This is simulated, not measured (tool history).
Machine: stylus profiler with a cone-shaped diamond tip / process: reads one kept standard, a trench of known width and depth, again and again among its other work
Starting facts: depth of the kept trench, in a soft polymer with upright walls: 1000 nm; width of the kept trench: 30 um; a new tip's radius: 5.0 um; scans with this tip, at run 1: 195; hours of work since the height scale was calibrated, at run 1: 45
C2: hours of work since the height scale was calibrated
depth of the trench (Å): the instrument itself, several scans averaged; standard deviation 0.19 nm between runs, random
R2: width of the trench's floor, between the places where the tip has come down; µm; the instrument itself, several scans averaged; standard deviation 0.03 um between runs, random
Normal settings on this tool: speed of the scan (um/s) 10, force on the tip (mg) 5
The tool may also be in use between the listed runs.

Run 1, day 0: usual settings; scans with this tip 195; C2 45. Result: depth of the trench (Å) 10233.3, R2 23.99 µm.
Run 2, day 0.379: usual settings; scans with this tip 217; C2 51. Result: depth of the trench (Å) 10232, R2 23.98 µm.
Run 3, day 1.038: usual settings; scans with this tip 257; C2 60. Result: depth of the trench (Å) 10233.4, R2 23.98 µm.
Run 4, day 1.592: usual settings; scans with this tip 289; C2 67. Result: depth of the trench (Å) 10228.9, R2 23.96 µm.
Run 5, day 1.975: usual settings; scans with this tip 312; C2 73. Result: depth of the trench (Å) 10229.1, R2 23.96 µm.
Run 6, day 2.592: usual settings; scans with this tip 349; C2 81. Result: depth of the trench (Å) 10229.3, R2 23.93 µm.
Run 7, day 2.933: usual settings but force on the tip (mg) 3.42; scans with this tip 369; C2 86. Result: depth of the trench (Å) 10180.7, R2 23.97 µm.
Run 8, day 3.638: usual settings; scans with this tip 411; C2 96. Result: depth of the trench (Å) 10229.7, R2 23.97 µm.
Run 9, day 4.058: usual settings; scans with this tip 436; C2 102. Result: depth of the trench (Å) 10231.3, R2 23.97 µm.
Run 10, day 4.542: usual settings; scans with this tip 465; C2 108. Result: depth of the trench (Å) 10231.3, R2 23.99 µm.
Run 11, day 5.029: usual settings but speed of the scan (um/s) 4; scans with this tip 494; C2 115. Result: depth of the trench (Å) 10235.8, R2 23.99 µm.
Run 12, day 5.546: usual settings but speed of the scan (um/s) 4; scans with this tip 525; C2 122. Result: depth of the trench (Å) 10233.5, R2 23.97 µm.
Run 13, day 6.154: usual settings but speed of the scan (um/s) 2; scans with this tip 561; C2 131. Result: depth of the trench (Å) 10230.7, R2 23.95 µm.
Run 14, day 6.792: usual settings but force on the tip (mg) 7.55; scans with this tip 599; C2 140. Result: depth of the trench (Å) 10304.7, R2 23.97 µm.
Run 15, day 7.438: usual settings but force on the tip (mg) 7.55; scans with this tip 637; C2 149. Result: depth of the trench (Å) 10305.7, R2 24 µm.
Run 16, day 8.108: usual settings but speed of the scan (um/s) 36, force on the tip (mg) 8.46; scans with this tip 677; C2 158. Result: depth of the trench (Å) 10328.3, R2 23.93 µm.
Run 17, day 8.454: usual settings but speed of the scan (um/s) 14, force on the tip (mg) 10.44; scans with this tip 698; C2 163. Result: depth of the trench (Å) 10377.7, R2 23.98 µm.
Run 18, day 9.088: usual settings but speed of the scan (um/s) 14, force on the tip (mg) 10.44; scans with this tip 735; C2 172. Result: depth of the trench (Å) 10379.9, R2 23.97 µm.
Run 19, day 9.704: usual settings but speed of the scan (um/s) 3, force on the tip (mg) 12.23; scans with this tip 772; C2 180. Result: depth of the trench (Å) 10420.6, R2 24 µm.
Run 20, day 10.417: usual settings but speed of the scan (um/s) 28, force on the tip (mg) 3.58; scans with this tip 814; C2 190. Result: depth of the trench (Å) 10183.5, R2 23.81 µm.
Run 21, day 10.883: usual settings but speed of the scan (um/s) 7, force on the tip (mg) 5.61; scans with this tip 842; C2 196. Result: depth of the trench (Å) 10248.9, R2 23.96 µm.
Run 22, day 11.35: usual settings but speed of the scan (um/s) 7, force on the tip (mg) 5.61; scans with this tip 870; C2 203. Result: depth of the trench (Å) 10249.6, R2 24 µm.
Run 23, day 11.833: usual settings but speed of the scan (um/s) 31, force on the tip (mg) 1.79; scans with this tip 899; C2 210. Result: depth of the trench (Å) 10116.3, R2 23.79 µm.
Run 24, day 12.342: usual settings but speed of the scan (um/s) 9; scans with this tip 929; C2 217. Result: depth of the trench (Å) 10226.4, R2 23.96 µm.
Run 25, day 13.05: usual settings but speed of the scan (um/s) 9; scans with this tip 971; C2 227. Result: depth of the trench (Å) 10230.1, R2 23.98 µm.

Consider 4 possible next runs. They are alternatives, not a sequence: every one starts from the tool as it was left by run 25. What does each give?
Run A, day 13.55: usual settings but speed of the scan (um/s) 2, force on the tip (mg) 5.23; scans with this tip 1001; C2 234. Result: depth of the trench (Å) ?, R2 ?.
Run B, day 13.55: usual settings but speed of the scan (um/s) 8; scans with this tip 1001; C2 234. Result: depth of the trench (Å) ?, R2 ?.
Run C, day 13.55: usual settings but force on the tip (mg) 2.05; scans with this tip 1001; C2 234. Result: depth of the trench (Å) ?, R2 ?.
Run D, day 13.55: usual settings but speed of the scan (um/s) 4; scans with this tip 1001; C2 234. Result: depth of the trench (Å) ?, R2 ?.

run  depth of the trench (Å)     R2
  A                  10238.5     24
  B                  10232.6  23.95
  C                  10127.6   23.9
  D                  10229.9  23.93
Without the tool's unlogged condition, the same runs would have read:
run  depth of the trench (Å)     R2
  A                  10238.5     24
  B                  10232.6  23.95
  C                  10127.7   23.9
  D                  10229.9  23.93
